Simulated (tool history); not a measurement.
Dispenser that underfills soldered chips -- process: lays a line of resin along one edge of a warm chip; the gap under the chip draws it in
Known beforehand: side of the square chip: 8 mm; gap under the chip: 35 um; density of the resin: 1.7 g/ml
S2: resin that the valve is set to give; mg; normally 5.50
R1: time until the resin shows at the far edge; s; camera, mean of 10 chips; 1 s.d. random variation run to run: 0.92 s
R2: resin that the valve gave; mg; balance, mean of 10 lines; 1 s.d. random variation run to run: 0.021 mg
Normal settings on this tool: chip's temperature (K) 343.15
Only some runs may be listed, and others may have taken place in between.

run 1 hour=0.0 | chip's_temperature_(K)=343.15 S2=5.50 | R1=93.8 R2=5.37
-- hour=10.2 new syringe of resin
run 2 hour=10.2 | chip's_temperature_(K)=343.15 S2=5.50 | R1=84.3 R2=5.32
run 3 hour=16.7 | chip's_temperature_(K)=343.15 S2=5.50 | R1=108.5 R2=5.30
run 4 hour=21.1 | chip's_temperature_(K)=343.15 S2=5.50 | R1=125.0 R2=5.32
-- hour=24.0 new syringe of resin
run 5 hour=26.4 | chip's_temperature_(K)=343.15 S2=5.50 | R1=93.0 R2=5.27
run 6 hour=35.7 | chip's_temperature_(K)=343.15 S2=5.86 | R1=126.0 R2=5.63
-- hour=37.7 new syringe of resin
run 7 hour=40.5 | chip's_temperature_(K)=343.15 S2=6.44 | R1=91.3 R2=6.13
run 8 hour=49.1 | chip's_temperature_(K)=343.15 S2=6.44 | R1=122.4 R2=6.11
-- hour=51.2 new syringe of resin
run 9 hour=57.2 | chip's_temperature_(K)=343.15 S2=6.44 | R1=101.4 R2=6.09
-- hour=64.6 dispensing valve cleaned and set on the balance
-- hour=65.9 new syringe of resin
run 10 hour=65.9 | chip's_temperature_(K)=343.15 S2=5.42 | R1=85.1 R2=5.41
run 11 hour=74.1 | chip's_temperature_(K)=343.15 S2=5.42 | R1=114.3 R2=5.38
-- hour=79.3 new syringe of resin
run 12 hour=83.9 | chip's_temperature_(K)=343.15 S2=5.42 | R1=98.6 R2=5.33
run 13 hour=89.2 | chip's_temperature_(K)=339.15 S2=5.58 | R1=147.2 R2=5.47
-- hour=93.2 new syringe of resin
run 14 hour=95.9 | chip's_temperature_(K)=330.15 S2=6.64 | R1=187.8 R2=6.50
run 15 hour=104.5 | chip's_temperature_(K)=330.15 S2=6.64 | R1=250.5 R2=6.49
-- hour=107.1 new syringe of resin
run 16 hour=111.9 | chip's_temperature_(K)=356.15 S2=6.61 | R1=49.2 R2=6.44
run 17 hour=117.6 | chip's_temperature_(K)=354.15 S2=5.73 | R1=65.7 R2=5.55
-- hour=121.2 new syringe of resin
run 18 hour=125.4 | chip's_temperature_(K)=354.15 S2=6.61 | R1=54.3 R2=6.39
-- hour=135.0 new syringe of resin
run 19 hour=135.2 | chip's_temperature_(K)=340.15 S2=6.88 | R1=97.7 R2=6.59
run 20 hour=139.9 | chip's_temperature_(K)=334.15 S2=5.27 | R1=164.3 R2=5.03
run 21 hour=147.5 | chip's_temperature_(K)=331.15 S2=5.28 | R1=256.4 R2=5.04

Alternative continuations, all from the tool just after run 21; predict every row:
-- hour=149.2 new syringe of resin
run A hour=153.6 | chip's_temperature_(K)=347.15 S2=6.40 | R1=? R2=?
-- hour=149.2 new syringe of resin
run B hour=153.6 | chip's_temperature_(K)=334.15 S2=5.50 | R1=? R2=?
-- hour=149.2 new syringe of resin
run C hour=153.6 | chip's_temperature_(K)=347.15 S2=6.48 | R1=? R2=?
-- hour=149.2 new syringe of resin
run D hour=153.6 | chip's_temperature_(K)=343.15 S2=5.72 | R1=? R2=?
-- hour=149.2 new syringe of resin
run E hour=153.6 | chip's_temperature_(K)=343.15 S2=6.34 | R1=? R2=?

run=A R1=78.9 R2=6.07
run=B R1=162.9 R2=5.28
run=C R1=77.7 R2=6.17
run=D R1=97.4 R2=5.42
run=E R1=97.3 R2=6.02
Had the tool no hidden state, the same runs would have come out as:
run=A R1=69.5 R2=6.38
run=B R1=143.0 R2=5.55
run=C R1=68.5 R2=6.49
run=D R1=85.5 R2=5.70
run=E R1=85.7 R2=6.33
